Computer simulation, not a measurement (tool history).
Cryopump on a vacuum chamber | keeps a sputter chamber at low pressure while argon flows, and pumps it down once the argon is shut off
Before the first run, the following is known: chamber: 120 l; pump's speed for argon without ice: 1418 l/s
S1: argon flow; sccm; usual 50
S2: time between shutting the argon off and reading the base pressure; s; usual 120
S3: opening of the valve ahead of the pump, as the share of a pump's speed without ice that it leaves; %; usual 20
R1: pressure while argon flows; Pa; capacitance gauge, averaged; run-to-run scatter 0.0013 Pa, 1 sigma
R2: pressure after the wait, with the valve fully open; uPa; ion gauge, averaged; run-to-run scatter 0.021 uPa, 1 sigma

| run | hour | S1 | S2 | S3 | R1 | R2 |
|---|---|---|---|---|---|---|
| 1 | 0.0 | 50 | 120 | 20 | 0.3046 | 1.89 |
| 2 | 18.5 | 50 | 120 | 44 | 0.1407 | 1.86 |
| 3 | 46.7 | 50 | 120 | 25 | 0.2444 | 1.92 |
| 4 | 78.3 | 50 | 120 | 25 | 0.2443 | 2.02 |
| 5 | 114.1 | 92 | 120 | 20 | 0.5596 | 2.15 |
| 6 | 149.7 | 92 | 120 | 20 | 0.5597 | 2.17 |
| 7 | 188.3 | 71 | 177 | 20 | 0.4357 | 2.07 |
| 8 | 217.0 | 74 | 30 | 20 | 0.4495 | 3.07 |
| 9 | 242.2 | 47 | 54 | 35 | 0.1654 | 2.70 |
| 10 | 272.1 | 47 | 54 | 35 | 0.1668 | 2.72 |
| 11 | 298.7 | 74 | 24 | 41 | 0.2274 | 3.47 |
| 12 | 333.1 | 74 | 24 | 41 | 0.2293 | 3.49 |

Below, each run's measurement less what the same run would have read without the hidden state. Both values contain the same run-to-run variation, but the gauge's scatter may not be the same in both:
The hidden state here: pump's speed, % of a pump's without ice; cold plate's temperature, K; leak into the chamber, uPa l/s; drift of the gauge itself on working_pa, %; drift of the gauge itself on base_upa, %.
| run | R1 | R2 |
|---|---|---|
| 1 | +0.0058 | +1.37 |
| 2 | +0.0059 | +1.36 |
| 3 | +0.0062 | +1.41 |
| 4 | +0.0064 | +1.50 |
| 5 | +0.0124 | +1.58 |
| 6 | +0.0130 | +1.63 |
| 7 | +0.0106 | +1.65 |
| 8 | +0.0114 | +1.67 |
| 9 | +0.0075 | +1.79 |
| 10 | +0.0078 | +1.80 |
| 11 | +0.0126 | +1.78 |
| 12 | +0.0132 | +1.80 |
